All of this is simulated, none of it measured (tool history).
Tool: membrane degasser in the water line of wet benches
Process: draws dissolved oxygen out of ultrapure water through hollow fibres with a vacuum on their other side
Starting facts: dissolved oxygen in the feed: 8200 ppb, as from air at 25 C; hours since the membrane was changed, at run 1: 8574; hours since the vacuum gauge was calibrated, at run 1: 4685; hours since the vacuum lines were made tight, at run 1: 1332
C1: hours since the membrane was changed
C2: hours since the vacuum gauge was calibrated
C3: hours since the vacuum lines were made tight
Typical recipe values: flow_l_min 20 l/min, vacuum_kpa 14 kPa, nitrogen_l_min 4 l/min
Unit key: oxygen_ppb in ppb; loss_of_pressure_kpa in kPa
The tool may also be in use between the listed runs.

run 1 hour=0 | flow_l_min=20 vacuum_kpa=14 nitrogen_l_min=4 | C1=8574 C2=4685 C3=1332 | oxygen_ppb=198.6 loss_of_pressure_kpa=51.81
run 2 hour=118.5 | flow_l_min=20 vacuum_kpa=14 nitrogen_l_min=4 | C1=8693 C2=4803 C3=1451 | oxygen_ppb=204.8 loss_of_pressure_kpa=52.07
run 3 hour=288.1 | flow_l_min=20 vacuum_kpa=14 nitrogen_l_min=4 | C1=8863 C2=4973 C3=1620 | oxygen_ppb=204.6 loss_of_pressure_kpa=52.21
run 4 hour=483.6 | flow_l_min=20 vacuum_kpa=14 nitrogen_l_min=4 | C1=9058 C2=5169 C3=1816 | oxygen_ppb=206.2 loss_of_pressure_kpa=52.56
run 5 hour=628.1 | flow_l_min=20 vacuum_kpa=33.4 nitrogen_l_min=4 | C1=9202 C2=5313 C3=1960 | oxygen_ppb=426.2 loss_of_pressure_kpa=52.36
run 6 hour=816.2 | flow_l_min=20 vacuum_kpa=33.4 nitrogen_l_min=4 | C1=9391 C2=5501 C3=2149 | oxygen_ppb=428.7 loss_of_pressure_kpa=52.2
run 7 hour=1027.8 | flow_l_min=20 vacuum_kpa=14 nitrogen_l_min=10.19 | C1=9602 C2=5713 C3=2360 | oxygen_ppb=126.2 loss_of_pressure_kpa=52.35
run 8 hour=1227.2 | flow_l_min=20 vacuum_kpa=14 nitrogen_l_min=4 | C1=9802 C2=5912 C3=2559 | oxygen_ppb=207.4 loss_of_pressure_kpa=52.18
run 9 hour=1362.6 | flow_l_min=20 vacuum_kpa=14 nitrogen_l_min=4 | C1=9937 C2=6048 C3=2695 | oxygen_ppb=207.4 loss_of_pressure_kpa=52.57
-- hour=1425 vacuum gauge calibrated
run 10 hour=1567.1 | flow_l_min=20 vacuum_kpa=14 nitrogen_l_min=4 | C1=10141 C2=142 C3=2899 | oxygen_ppb=205.8 loss_of_pressure_kpa=52.42
-- hour=1722.8 vacuum gauge calibrated, once more
run 11 hour=1755 | flow_l_min=20 vacuum_kpa=14 nitrogen_l_min=4 | C1=10328 C2=32 C3=3086 | oxygen_ppb=205.6 loss_of_pressure_kpa=52.56
run 12 hour=1909 | flow_l_min=20 vacuum_kpa=14 nitrogen_l_min=3.71 | C1=10482 C2=186 C3=3240 | oxygen_ppb=211.3 loss_of_pressure_kpa=52.74
run 13 hour=2108.4 | flow_l_min=20 vacuum_kpa=14 nitrogen_l_min=3.71 | C1=10682 C2=386 C3=3440 | oxygen_ppb=211.4 loss_of_pressure_kpa=53.1
run 14 hour=2219.5 | flow_l_min=20 vacuum_kpa=14 nitrogen_l_min=3.71 | C1=10793 C2=497 C3=3551 | oxygen_ppb=213.3 loss_of_pressure_kpa=52.83
run 15 hour=2432.3 | flow_l_min=20 vacuum_kpa=14 nitrogen_l_min=3.71 | C1=11006 C2=710 C3=3764 | oxygen_ppb=216.9 loss_of_pressure_kpa=52.59
run 16 hour=2612.3 | flow_l_min=20 vacuum_kpa=14 nitrogen_l_min=3.71 | C1=11186 C2=890 C3=3944 | oxygen_ppb=215.4 loss_of_pressure_kpa=52.95
run 17 hour=2722.8 | flow_l_min=20 vacuum_kpa=14 nitrogen_l_min=4 | C1=11296 C2=1000 C3=4054 | oxygen_ppb=203.1 loss_of_pressure_kpa=52.85
run 18 hour=2868.8 | flow_l_min=26 vacuum_kpa=30.1 nitrogen_l_min=4 | C1=11442 C2=1146 C3=4200 | oxygen_ppb=516.9 loss_of_pressure_kpa=68.61
run 19 hour=3047.5 | flow_l_min=20 vacuum_kpa=16.4 nitrogen_l_min=4 | C1=11621 C2=1325 C3=4379 | oxygen_ppb=236.1 loss_of_pressure_kpa=53.25
run 20 hour=3244.6 | flow_l_min=20 vacuum_kpa=16.4 nitrogen_l_min=4 | C1=11818 C2=1522 C3=4576 | oxygen_ppb=239.1 loss_of_pressure_kpa=53.02
run 21 hour=3366 | flow_l_min=13 vacuum_kpa=29.9 nitrogen_l_min=7.17 | C1=11939 C2=1643 C3=4697 | oxygen_ppb=156.8 loss_of_pressure_kpa=34.36
run 22 hour=3485.7 | flow_l_min=16 vacuum_kpa=30 nitrogen_l_min=4 | C1=12059 C2=1763 C3=4817 | oxygen_ppb=315.9 loss_of_pressure_kpa=42.83
run 23 hour=3598.6 | flow_l_min=28 vacuum_kpa=14 nitrogen_l_min=7.3 | C1=12172 C2=1876 C3=4930 | oxygen_ppb=236.6 loss_of_pressure_kpa=74.95
run 24 hour=3695.7 | flow_l_min=28 vacuum_kpa=14 nitrogen_l_min=7.3 | C1=12269 C2=1973 C3=5027 | oxygen_ppb=232.1 loss_of_pressure_kpa=74.63
run 25 hour=3898.3 | flow_l_min=28 vacuum_kpa=14 nitrogen_l_min=7.3 | C1=12472 C2=2176 C3=5230 | oxygen_ppb=239.4 loss_of_pressure_kpa=74.72
run 26 hour=4050.6 | flow_l_min=18 vacuum_kpa=30.5 nitrogen_l_min=4 | C1=12624 C2=2328 C3=5382 | oxygen_ppb=354 loss_of_pressure_kpa=48.44
run 27 hour=4234.7 | flow_l_min=22 vacuum_kpa=32.7 nitrogen_l_min=9.69 | C1=12808 C2=2512 C3=5566 | oxygen_ppb=257 loss_of_pressure_kpa=59.23
run 28 hour=4394.4 | flow_l_min=24 vacuum_kpa=33.5 nitrogen_l_min=9.69 | C1=12968 C2=2672 C3=5726 | oxygen_ppb=287.5 loss_of_pressure_kpa=64.52
run 29 hour=4536.4 | flow_l_min=25 vacuum_kpa=33.5 nitrogen_l_min=7 | C1=13110 C2=2814 C3=5868 | oxygen_ppb=373.7 loss_of_pressure_kpa=66.89
run 30 hour=4690.7 | flow_l_min=25 vacuum_kpa=33.5 nitrogen_l_min=7 | C1=13264 C2=2968 C3=6022 | oxygen_ppb=382.9 loss_of_pressure_kpa=67.68
run 31 hour=4807 | flow_l_min=31 vacuum_kpa=33.5 nitrogen_l_min=4.16 | C1=13380 C2=3084 C3=6138 | oxygen_ppb=659.1 loss_of_pressure_kpa=83.45
run 32 hour=4938.7 | flow_l_min=13 vacuum_kpa=14 nitrogen_l_min=8.84 | C1=13512 C2=3216 C3=6270 | oxygen_ppb=79.1 loss_of_pressure_kpa=34.75
run 33 hour=5077.7 | flow_l_min=14 vacuum_kpa=25.5 nitrogen_l_min=4 | C1=13651 C2=3355 C3=6409 | oxygen_ppb=234.6 loss_of_pressure_kpa=37.79

3 ways to go on from here, each from the tool as it stands after run 33. What would each give?
run A hour=5256.3 | flow_l_min=13 vacuum_kpa=25.5 nitrogen_l_min=4 | C1=13830 C2=3534 C3=6588 | oxygen_ppb=? loss_of_pressure_kpa=?
run B hour=5256.3 | flow_l_min=14 vacuum_kpa=9.6 nitrogen_l_min=4 | C1=13830 C2=3534 C3=6588 | oxygen_ppb=? loss_of_pressure_kpa=?
run C hour=5256.3 | flow_l_min=14 vacuum_kpa=25.5 nitrogen_l_min=4.69 | C1=13830 C2=3534 C3=6588 | oxygen_ppb=? loss_of_pressure_kpa=?

run=A oxygen_ppb=224 loss_of_pressure_kpa=35.14
run=B oxygen_ppb=103.9 loss_of_pressure_kpa=38.19
run=C oxygen_ppb=215.3 loss_of_pressure_kpa=37.75
Without the tool's unlogged condition, the same runs would have read:
run=A oxygen_ppb=201.9 loss_of_pressure_kpa=32.01
run=B oxygen_ppb=82.8 loss_of_pressure_kpa=34.82
run=C oxygen_ppb=191.9 loss_of_pressure_kpa=34.37

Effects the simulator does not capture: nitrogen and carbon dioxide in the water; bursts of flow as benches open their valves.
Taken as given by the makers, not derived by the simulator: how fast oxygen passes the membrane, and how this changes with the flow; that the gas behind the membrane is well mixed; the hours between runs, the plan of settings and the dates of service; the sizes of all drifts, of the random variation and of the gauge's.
